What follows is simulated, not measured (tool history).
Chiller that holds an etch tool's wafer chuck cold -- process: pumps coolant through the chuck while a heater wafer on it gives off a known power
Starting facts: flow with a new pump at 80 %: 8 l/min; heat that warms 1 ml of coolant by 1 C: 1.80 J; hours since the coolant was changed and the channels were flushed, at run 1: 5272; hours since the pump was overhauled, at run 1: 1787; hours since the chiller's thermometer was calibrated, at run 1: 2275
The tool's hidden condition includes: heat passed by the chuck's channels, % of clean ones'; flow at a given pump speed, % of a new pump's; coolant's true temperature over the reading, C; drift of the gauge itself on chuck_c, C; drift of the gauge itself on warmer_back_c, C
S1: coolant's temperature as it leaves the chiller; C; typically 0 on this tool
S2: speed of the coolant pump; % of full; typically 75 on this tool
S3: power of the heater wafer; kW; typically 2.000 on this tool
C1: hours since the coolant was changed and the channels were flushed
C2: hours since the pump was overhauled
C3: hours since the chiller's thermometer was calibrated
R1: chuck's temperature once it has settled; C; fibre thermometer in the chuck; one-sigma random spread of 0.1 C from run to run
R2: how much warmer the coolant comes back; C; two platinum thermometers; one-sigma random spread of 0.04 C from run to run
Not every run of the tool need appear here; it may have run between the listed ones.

run   hour  S1  S2     S3    C1    C2    C3    R1     R2
  1    0.0   0  75  2.000  5272  1787  2275  17.4   8.92
  2   23.5   0  75  2.000  5295  1810  2298  17.5   8.96
  3   68.5   0  75  2.000  5340  1855  2343  17.6   8.94
  4  107.0   8  75  2.000  5379  1894  2382  25.6   8.91
  5  149.1   0  65  2.000  5421  1936  2424  19.7  10.33
  6  182.5   0  65  2.000  5454  1969  2457  19.4  10.32
  7  222.6   0  75  2.000  5494  2010  2497  17.7   8.89
  8  245.9   0  75  2.000  5518  2033  2521  17.6   9.00
  9  274.3   0  79  2.000  5546  2061  2549  16.7   8.51
 10  315.9   0  96  2.000  5588  2103  2591  14.4   7.00
 11  358.5   0  96  2.000  5630  2145  2633  14.5   7.07
 12  384.7   0  96  1.830  5657  2172  2659  13.2   6.42
 13  419.8   1  84  2.653  5692  2207  2694  22.1  10.72
 14  439.9   1  75  1.732  5712  2227  2715  16.2   7.67
 15  475.7  10  84  2.549  5748  2263  2750  30.4  10.16
 16  514.5   5  74  2.356  5786  2301  2789  26.1  10.65
 17  537.4   0  63  2.000  5809  2324  2812  20.2  10.74
 18  579.4   7  75  2.000  5851  2366  2854  24.5   9.08
 19  599.3   7  99  2.000  5871  2386  2874  21.3   6.86
 20  640.0   8  75  2.178  5912  2427  2915  26.9   9.74
 21  661.0  -5  75  1.209  5933  2448  2936   5.5   5.53
 22  684.6  -5  83  1.566  5956  2471  2959   7.7   6.37

Consider 3 possible next runs. They are alternatives, not a sequence: every one starts from the tool as it was left by run 22. What does each give?
  A  722.2  -1  68  1.691  5994  2509  2997   ?   ?
  B  722.2   0  83  2.313  5994  2509  2997   ?   ?
  C  722.2   0  75  2.609  5994  2509  2997   ?   ?

run    R1     R2
  A  15.0   8.38
  B  18.7   9.44
  C  22.8  11.71
Had the tool no hidden state, the same runs would have come out as:
run    R1     R2
  A  15.0   8.25
  B  18.7   9.30
  C  22.8  11.57
